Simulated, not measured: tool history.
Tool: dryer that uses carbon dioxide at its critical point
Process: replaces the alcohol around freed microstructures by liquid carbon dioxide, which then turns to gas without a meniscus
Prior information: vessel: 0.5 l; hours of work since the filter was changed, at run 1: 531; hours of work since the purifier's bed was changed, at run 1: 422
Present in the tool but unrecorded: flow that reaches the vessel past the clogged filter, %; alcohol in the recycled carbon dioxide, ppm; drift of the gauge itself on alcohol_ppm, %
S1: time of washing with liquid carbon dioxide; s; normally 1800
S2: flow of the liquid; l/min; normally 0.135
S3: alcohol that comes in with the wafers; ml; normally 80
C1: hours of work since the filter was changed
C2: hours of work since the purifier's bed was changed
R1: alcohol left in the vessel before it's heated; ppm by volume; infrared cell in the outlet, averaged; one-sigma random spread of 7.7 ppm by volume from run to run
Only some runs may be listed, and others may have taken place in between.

run 1 hour=0 | S1=1800 S2=0.135 S3=80 | C1=531 C2=422 | R1=886
run 2 hour=57.8 | S1=1800 S2=0.135 S3=80 | C1=548 C2=440 | R1=879
-- hour=67.4 inlet filter changed
run 3 hour=98.1 | S1=1800 S2=0.135 S3=25 | C1=9 C2=451 | R1=174
run 4 hour=135.2 | S1=1260 S2=0.135 S3=80 | C1=21 C2=463 | R1=2442
run 5 hour=187.9 | S1=1800 S2=0.135 S3=27 | C1=37 C2=479 | R1=185
run 6 hour=232.7 | S1=1800 S2=0.135 S3=27 | C1=50 C2=492 | R1=209
run 7 hour=277.7 | S1=1800 S2=0.135 S3=27 | C1=64 C2=506 | R1=195
run 8 hour=333.4 | S1=1800 S2=0.135 S3=80 | C1=81 C2=523 | R1=497
run 9 hour=372.8 | S1=1080 S2=0.135 S3=80 | C1=92 C2=535 | R1=4645
run 10 hour=403.4 | S1=1080 S2=0.135 S3=80 | C1=102 C2=544 | R1=4762
run 11 hour=438.7 | S1=1500 S2=0.153 S3=54 | C1=112 C2=555 | R1=466
run 12 hour=497 | S1=1200 S2=0.097 S3=34 | C1=130 C2=572 | R1=4242
run 13 hour=526.6 | S1=2820 S2=0.179 S3=98 | C1=139 C2=581 | R1=62
run 14 hour=590 | S1=1500 S2=0.207 S3=50 | C1=158 C2=600 | R1=122
run 15 hour=655.4 | S1=1500 S2=0.207 S3=50 | C1=178 C2=620 | R1=127
run 16 hour=720.2 | S1=1860 S2=0.097 S3=50 | C1=198 C2=640 | R1=1493
run 17 hour=781.5 | S1=1680 S2=0.082 S3=29 | C1=216 C2=658 | R1=2352
run 18 hour=824.5 | S1=1680 S2=0.082 S3=29 | C1=229 C2=671 | R1=2457
run 19 hour=882.4 | S1=1680 S2=0.082 S3=29 | C1=247 C2=689 | R1=2502

Consider 5 possible next runs. They are alternatives, not a sequence: every one starts from the tool as it was left by run 19. What does each give?
run A hour=934 | S1=1620 S2=0.18 S3=80 | C1=262 C2=705 | R1=?
run B hour=934 | S1=2160 S2=0.135 S3=95 | C1=262 C2=705 | R1=?
run C hour=934 | S1=2340 S2=0.082 S3=117 | C1=262 C2=705 | R1=?
run D hour=934 | S1=2040 S2=0.155 S3=26 | C1=262 C2=705 | R1=?
run E hour=934 | S1=1680 S2=0.082 S3=83 | C1=262 C2=705 | R1=?

run=A R1=243
run=B R1=290
run=C R1=2970
run=D R1=104
run=E R1=7012
With no hidden state in the tool, these same runs would have given:
run=A R1=111
run=B R1=140
run=C R1=2166
run=D R1=22
run=E R1=5629

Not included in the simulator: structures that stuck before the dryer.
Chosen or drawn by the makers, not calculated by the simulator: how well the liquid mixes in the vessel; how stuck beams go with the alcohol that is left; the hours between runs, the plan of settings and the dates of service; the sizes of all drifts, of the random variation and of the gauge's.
